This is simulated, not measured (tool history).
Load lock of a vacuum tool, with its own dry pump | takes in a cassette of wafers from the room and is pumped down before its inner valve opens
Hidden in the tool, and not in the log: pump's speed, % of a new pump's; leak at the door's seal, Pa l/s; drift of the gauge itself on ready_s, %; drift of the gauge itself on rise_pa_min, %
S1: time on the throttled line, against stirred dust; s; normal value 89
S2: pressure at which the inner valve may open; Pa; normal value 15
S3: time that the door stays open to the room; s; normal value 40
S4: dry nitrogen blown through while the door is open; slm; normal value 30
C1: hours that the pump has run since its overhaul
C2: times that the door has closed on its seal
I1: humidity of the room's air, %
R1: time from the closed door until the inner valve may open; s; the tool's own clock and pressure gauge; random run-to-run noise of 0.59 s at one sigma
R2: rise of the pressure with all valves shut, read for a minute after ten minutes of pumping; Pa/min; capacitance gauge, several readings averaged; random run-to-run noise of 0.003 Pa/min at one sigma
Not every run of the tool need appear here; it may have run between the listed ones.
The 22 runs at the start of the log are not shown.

| run | hour | S1 | S2 | S3 | S4 | C1 | C2 | I1 | R1 | R2 |
|---|---|---|---|---|---|---|---|---|---|---|
| 23 | 2452.8 | 59 | 15 | 81 | 4 | 19733 | 12087 | 46.2 | 125.2 | 0.050 |
| 24 | 2525.9 | 161 | 26 | 98 | 4 | 19806 | 12210 | 44.1 | 198.0 | 0.054 |
| 25 | 2659.9 | 161 | 26 | 98 | 4 | 19940 | 12435 | 47.8 | 196.5 | 0.055 |
| 26 | 2748.6 | 161 | 26 | 98 | 4 | 20029 | 12585 | 47.5 | 197.5 | 0.056 |
| 27 | 2881.8 | 89 | 22 | 40 | 5 | 20162 | 12809 | 49.2 | 144.4 | 0.046 |
| 28 | 2988.7 | 63 | 11 | 29 | 14 | 20269 | 12989 | 42.9 | 132.1 | 0.031 |
| 29 | 3095.0 | 51 | 15 | 40 | 44 | 20375 | 13168 | 44.9 | 119.9 | 0.020 |
| 30 | 3183.2 | 49 | 26 | 81 | 44 | 20463 | 13316 | 46.8 | 114.6 | 0.022 |
| 31 | 3262.0 | 165 | 26 | 26 | 44 | 20542 | 13449 | 44.8 | 200.8 | 0.023 |
| 32 | 3411.0 | 84 | 15 | 40 | 34 | 20691 | 13700 | 44.2 | 144.4 | 0.024 |
| 33 | 3477.0 | 110 | 15 | 102 | 34 | 20757 | 13811 | 45.4 | 165.6 | 0.026 |
| 34 | 3587.9 | 110 | 14 | 107 | 34 | 20868 | 13998 | 46.6 | 165.1 | 0.032 |

Each row is a separate what-if for the run after 34, all from the same tool condition, not one after another. Results?
| A | 3665.1 | 50 | 15 | 40 | 30 | 20945 | 14128 | 47.6 | ? | ? |
| B | 3665.1 | 61 | 29 | 107 | 20 | 20945 | 14128 | 44.5 | ? | ? |
| C | 3665.1 | 74 | 15 | 104 | 7 | 20945 | 14128 | 39.9 | ? | ? |

| run | R1 | R2 |
|---|---|---|
| A | 119.3 | 0.026 |
| B | 121.6 | 0.031 |
| C | 136.7 | 0.040 |
Had the tool no hidden state, the same runs would have come out as:
| run | R1 | R2 |
|---|---|---|
| A | 109.6 | 0.012 |
| B | 113.0 | 0.017 |
| C | 127.9 | 0.027 |
